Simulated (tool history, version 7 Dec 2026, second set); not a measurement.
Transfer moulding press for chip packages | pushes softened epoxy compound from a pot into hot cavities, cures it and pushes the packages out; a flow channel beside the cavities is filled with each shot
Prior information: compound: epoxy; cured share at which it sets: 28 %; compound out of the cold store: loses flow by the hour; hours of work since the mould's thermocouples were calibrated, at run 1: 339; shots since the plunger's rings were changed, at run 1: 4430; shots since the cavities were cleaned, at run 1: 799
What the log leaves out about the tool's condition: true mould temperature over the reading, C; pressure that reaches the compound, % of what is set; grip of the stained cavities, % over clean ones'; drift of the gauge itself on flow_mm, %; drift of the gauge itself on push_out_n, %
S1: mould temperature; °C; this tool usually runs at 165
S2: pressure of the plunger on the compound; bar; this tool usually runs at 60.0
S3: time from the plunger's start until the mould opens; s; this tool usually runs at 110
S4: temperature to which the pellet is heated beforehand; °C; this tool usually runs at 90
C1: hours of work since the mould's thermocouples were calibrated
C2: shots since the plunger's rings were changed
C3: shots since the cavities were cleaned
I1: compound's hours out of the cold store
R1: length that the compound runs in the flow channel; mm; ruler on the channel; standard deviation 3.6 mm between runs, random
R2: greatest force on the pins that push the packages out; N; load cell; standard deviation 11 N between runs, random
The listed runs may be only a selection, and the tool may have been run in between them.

run,hour,S1,S2,S3,S4,C1,C2,C3,I1,R1,R2
1,0.0,165,60.0,110,90,339,4430,799,12.9,768,942
# hour 13.4: cavities cleaned with cleaning compound and waxed
2,37.6,165,60.0,110,90,358,4778,233,35.4,672,689
3,78.2,165,60.0,110,90,380,5169,624,44.8,628,856
4,101.5,173,60.0,110,90,393,5393,848,44.7,611,769
# hour 111.7: cavities cleaned with cleaning compound and waxed
5,142.0,165,53.5,110,90,414,5768,292,42.7,603,710
6,172.9,165,60.0,110,90,430,6066,590,38.2,651,839
# hour 208.4: cavities cleaned with cleaning compound and waxed
# hour 212.7: plunger's sealing rings changed
7,216.2,165,60.0,110,90,451,34,51,29.8,715,554
8,242.7,165,60.0,110,84,465,289,306,39.8,679,690
9,264.8,165,60.0,110,84,477,501,518,24.4,745,857
10,288.9,165,60.0,107,90,490,733,750,14.7,781,908
# hour 308.0: cavities cleaned with cleaning compound and waxed
11,308.8,165,60.0,109,90,500,910,7,45.0,647,485
12,343.0,165,60.0,109,90,518,1240,337,24.3,738,710
13,375.9,165,51.6,110,90,536,1557,654,31.8,656,845
# hour 404.3: cavities cleaned with cleaning compound and waxed
14,417.6,165,51.6,91,90,557,1943,127,11.5,735,881
15,442.3,162,51.6,148,90,571,2181,365,44.7,608,628
16,468.6,162,60.0,94,92,585,2434,618,24.6,728,1330
# hour 500.2: cavities cleaned with cleaning compound and waxed
17,501.4,162,60.0,110,90,602,2736,12,29.6,718,616
18,525.8,160,47.7,129,90,615,2971,247,46.3,583,716
# hour 565.9: mould's thermocouples calibrated
19,567.9,165,73.7,96,93,1,3356,632,42.8,723,1079
20,590.7,158,54.3,90,82,13,3576,852,22.9,723,2467
# hour 600.1: cavities cleaned with cleaning compound and waxed
21,612.3,161,54.3,90,97,24,3770,118,8.3,777,1362
22,629.8,161,54.3,90,97,33,3938,286,18.5,725,1523
23,650.8,163,74.0,103,81,45,4140,488,13.3,872,1159
24,672.6,163,74.0,103,81,56,4349,697,36.8,754,1124
25,689.0,165,46.8,131,90,65,4508,856,27.2,630,809
# hour 696.4: cavities cleaned with cleaning compound and waxed
26,725.6,165,46.8,139,98,84,4846,281,14.3,673,609
27,760.2,165,46.8,113,98,103,5179,614,43.9,566,824

Consider 5 possible next runs. They are alternatives, not a sequence: every one starts from the tool as it was left by run 27. What does each give?
A,788.0,168,46.8,113,90,117,5446,881,17.2,?,?
B,788.0,169,61.7,110,90,117,5446,881,13.9,?,?
C,788.0,164,60.0,103,90,117,5446,881,13.1,?,?
D,788.0,165,68.5,115,99,117,5446,881,20.2,?,?
E,788.0,157,46.8,113,92,117,5446,881,43.6,?,?

run,R1,R2
A,652,846
B,757,856
C,768,1152
D,779,871
E,582,1516
The same runs, with their run-to-run variation unchanged, on a tool lacking any hidden condition would have given:
run,R1,R2
A,679,463
B,789,473
C,800,637
D,812,478
E,606,839
